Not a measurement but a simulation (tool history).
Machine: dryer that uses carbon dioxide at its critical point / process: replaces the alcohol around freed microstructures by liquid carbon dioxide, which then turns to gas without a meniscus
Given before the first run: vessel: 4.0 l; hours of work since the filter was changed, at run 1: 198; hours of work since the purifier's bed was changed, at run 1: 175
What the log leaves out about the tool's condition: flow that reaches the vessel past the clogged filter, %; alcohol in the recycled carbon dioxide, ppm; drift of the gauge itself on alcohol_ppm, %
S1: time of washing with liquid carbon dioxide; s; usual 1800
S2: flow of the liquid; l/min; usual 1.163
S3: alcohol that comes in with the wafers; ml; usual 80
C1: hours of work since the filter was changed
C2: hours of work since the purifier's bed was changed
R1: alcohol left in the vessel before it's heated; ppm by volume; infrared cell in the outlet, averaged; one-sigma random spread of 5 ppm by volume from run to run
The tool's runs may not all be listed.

run,hour,S1,S2,S3,C1,C2,R1
1,0.0,1800,1.163,80,198,175,52
2,11.2,1800,1.163,21,202,179,36
3,21.8,1800,1.163,24,206,183,35
4,29.7,1800,1.163,24,209,186,37
5,38.0,1800,1.520,24,212,189,40
6,44.7,1800,0.780,80,214,191,209
7,52.6,1800,0.780,80,217,194,212
8,63.2,1860,1.550,80,221,198,35
9,75.5,1860,1.590,80,225,202,31
10,86.5,1140,1.840,108,229,206,50
11,100.0,1140,1.840,108,234,211,50
12,111.8,1140,1.840,108,239,216,57
13,120.1,1320,0.970,118,242,219,430

What if the next run were any one of these 4? Each begins from the tool's condition after run 13:
A,130.1,2040,1.020,119,245,222,?
B,130.1,2040,0.970,118,245,222,?
C,130.1,2700,1.080,118,245,222,?
D,130.1,1320,0.970,86,245,222,?

run,R1
A,61
B,72
C,37
D,320
Stripped of hidden state, with their random variation kept, the same runs would have yielded:
run,R1
A,19
B,26
C,6
D,204
